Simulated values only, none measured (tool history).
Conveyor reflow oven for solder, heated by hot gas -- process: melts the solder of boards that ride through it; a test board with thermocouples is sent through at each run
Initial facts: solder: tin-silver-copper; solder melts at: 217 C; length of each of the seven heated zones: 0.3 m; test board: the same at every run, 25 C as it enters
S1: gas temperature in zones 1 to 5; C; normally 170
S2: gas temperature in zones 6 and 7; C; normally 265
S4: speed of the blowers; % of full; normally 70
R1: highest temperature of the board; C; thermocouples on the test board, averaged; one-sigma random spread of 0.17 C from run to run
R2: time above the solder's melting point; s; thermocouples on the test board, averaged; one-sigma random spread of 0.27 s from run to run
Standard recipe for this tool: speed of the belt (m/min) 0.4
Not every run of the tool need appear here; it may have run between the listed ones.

Run 1, hour 0: usual settings. Result: R1 248.5 C, R2 62.4 s.
Run 2, hour 8.5: usual settings but speed of the belt (m/min) 0.323. Result: R1 254.8 C, R2 86 s.
Run 3, hour 23.2: usual settings. Result: R1 248.7 C, R2 62.5 s.
Run 4, hour 31.9: usual settings. Result: R1 248.6 C, R2 62.2 s.
Run 5, hour 42.9: usual settings but speed of the belt (m/min) 0.385. Result: R1 249.9 C, R2 66.8 s.
Run 6, hour 53.9: usual settings but speed of the belt (m/min) 0.362. Result: R1 251.4 C, R2 73 s.
Run 7, hour 61.4: usual settings but speed of the belt (m/min) 0.362. Result: R1 251.5 C, R2 73.8 s.
Run 8, hour 74.5: usual settings but speed of the belt (m/min) 0.362. Result: R1 251.9 C, R2 72.6 s.
Run 9, hour 90.7: usual settings but speed of the belt (m/min) 0.362. Result: R1 251.5 C, R2 73 s.
Run 10, hour 106.2: usual settings. Result: R1 248.8 C, R2 62.6 s.
Run 11, hour 121.1: usual settings. Result: R1 248.6 C, R2 61.9 s.
Run 12, hour 132.7: usual settings but S2 256 C. Result: R1 240.8 C, R2 54.6 s.
Run 13, hour 141.8: usual settings but S2 256 C. Result: R1 240.9 C, R2 54.4 s.
Run 14, hour 156.6: usual settings but S1 182 C. Result: R1 250.6 C, R2 69.3 s.
Run 15, hour 167: usual settings but S1 164 C. Result: R1 247.8 C, R2 58.8 s.
Run 16, hour 179.8: usual settings but S1 173 C, S2 262 C, speed of the belt (m/min) 0.394, S4 58 % of full. Result: R1 242.9 C, R2 57 s.
Run 17, hour 196.8: usual settings but S1 173 C, S2 262 C, speed of the belt (m/min) 0.394, S4 58 % of full. Result: R1 242.6 C, R2 57.6 s.
Run 18, hour 206.7: usual settings but S1 185 C, S2 256 C, speed of the belt (m/min) 0.47, S4 74 % of full. Result: R1 240.1 C, R2 50.3 s.
Run 19, hour 217.5: usual settings but S1 185 C, S2 256 C, speed of the belt (m/min) 0.47, S4 74 % of full. Result: R1 240.2 C, R2 50.6 s.
Run 20, hour 228.5: usual settings but S2 278 C, S4 61 % of full. Result: R1 256.5 C, R2 67.7 s.
Run 21, hour 241.4: usual settings but S1 162 C, S2 277 C, speed of the belt (m/min) 0.337, S4 53 % of full. Result: R1 257.3 C, R2 78.4 s.
Run 22, hour 253.7: usual settings but S1 162 C, S2 277 C, speed of the belt (m/min) 0.337, S4 53 % of full. Result: R1 257 C, R2 78.9 s.

What will run 23 give?
Run 23, hour 260.9: usual settings but S1 163 C, S2 277 C, speed of the belt (m/min) 0.343, S4 53 % of full. Result: R1 ?, R2 ?.

R1: 256.4 C
R2: 77.1 s
Were there no unlogged condition in the tool, this run, its random variation unchanged, would have produced R1 256.4 C, R2 77.1 s.
